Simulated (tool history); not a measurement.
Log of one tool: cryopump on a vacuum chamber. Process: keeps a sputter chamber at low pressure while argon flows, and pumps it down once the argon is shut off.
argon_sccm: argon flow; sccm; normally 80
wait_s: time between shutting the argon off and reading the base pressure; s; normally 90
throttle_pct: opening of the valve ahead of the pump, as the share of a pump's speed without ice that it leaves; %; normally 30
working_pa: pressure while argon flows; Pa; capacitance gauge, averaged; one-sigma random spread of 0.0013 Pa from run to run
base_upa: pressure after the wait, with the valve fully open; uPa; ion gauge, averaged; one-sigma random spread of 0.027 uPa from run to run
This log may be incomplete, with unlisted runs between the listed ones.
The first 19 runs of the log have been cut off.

Run 20, hour 750.2: usual settings but argon_sccm 60 sccm, wait_s 293 s, throttle_pct 24 %. Result: working_pa 0.2766 Pa, base_upa 1.41 uPa.
Run 21, hour 776.0: usual settings but argon_sccm 158 sccm, wait_s 96 s, throttle_pct 25 %. Result: working_pa 0.7048 Pa, base_upa 2.04 uPa.
Run 22, hour 810.9: usual settings but argon_sccm 158 sccm, wait_s 96 s, throttle_pct 25 %. Result: working_pa 0.7046 Pa, base_upa 2.06 uPa.
Run 23, hour 863.7: usual settings but argon_sccm 158 sccm, wait_s 96 s, throttle_pct 25 %. Result: working_pa 0.7036 Pa, base_upa 2.13 uPa.
Run 24, hour 889.8: usual settings but argon_sccm 89 sccm, wait_s 87 s. Result: working_pa 0.3336 Pa, base_upa 2.21 uPa.
Run 25, hour 928.7: usual settings but argon_sccm 89 sccm, wait_s 87 s. Result: working_pa 0.3348 Pa, base_upa 2.26 uPa.
Run 26, hour 960.3: usual settings but wait_s 289 s, throttle_pct 52 %. Result: working_pa 0.1774 Pa, base_upa 1.52 uPa.
Run 27, hour 1014.6: usual settings but throttle_pct 44 %. Result: working_pa 0.2101 Pa, base_upa 2.31 uPa.
Run 28, hour 1050.2: usual settings but argon_sccm 73 sccm, wait_s 88 s, throttle_pct 26 %. Result: working_pa 0.3174 Pa, base_upa 2.28 uPa.
Run 29, hour 1080.2: usual settings but argon_sccm 37 sccm, wait_s 40 s, throttle_pct 31 %. Result: working_pa 0.1354 Pa, base_upa 3.60 uPa.
Run 30, hour 1109.6: usual settings but argon_sccm 57 sccm, wait_s 47 s, throttle_pct 33 %. Result: working_pa 0.1962 Pa, base_upa 3.27 uPa.
Run 31, hour 1151.0: usual settings but argon_sccm 128 sccm, wait_s 219 s, throttle_pct 33 %. Result: working_pa 0.4446 Pa, base_upa 1.72 uPa.
Run 32, hour 1198.1: usual settings but argon_sccm 128 sccm, wait_s 219 s, throttle_pct 33 %. Result: working_pa 0.4447 Pa, base_upa 1.78 uPa.
Run 33, hour 1250.3: usual settings but argon_sccm 128 sccm, wait_s 60 s, throttle_pct 28 %. Result: working_pa 0.5213 Pa, base_upa 2.88 uPa.
Run 34, hour 1278.7: usual settings but argon_sccm 128 sccm, wait_s 60 s, throttle_pct 28 %. Result: working_pa 0.5264 Pa, base_upa 2.97 uPa.

Each row is a separate what-if for the run after 34, all from the same tool condition, not one after another. Results?
At hour 1299.9: pump warmed up, emptied and cooled again.
Run A, hour 1309.6: usual settings but argon_sccm 76 sccm, throttle_pct 44 %. Result: working_pa ?, base_upa ?.
At hour 1299.9: pump warmed up, emptied and cooled again.
Run B, hour 1309.6: usual settings but argon_sccm 67 sccm, wait_s 151 s, throttle_pct 32 %. Result: working_pa ?, base_upa ?.
At hour 1299.9: pump warmed up, emptied and cooled again.
Run C, hour 1309.6: usual settings but argon_sccm 134 sccm, wait_s 24 s, throttle_pct 19 %. Result: working_pa ?, base_upa ?.

run  working_pa  base_upa
  A      0.1917      2.24
  B      0.2318      1.83
  C      0.7752      5.20
Stripped of hidden state, with their random variation kept, the same runs would have yielded:
run  working_pa  base_upa
  A      0.1908      1.24
  B      0.2310      0.81
  C      0.7737      4.19

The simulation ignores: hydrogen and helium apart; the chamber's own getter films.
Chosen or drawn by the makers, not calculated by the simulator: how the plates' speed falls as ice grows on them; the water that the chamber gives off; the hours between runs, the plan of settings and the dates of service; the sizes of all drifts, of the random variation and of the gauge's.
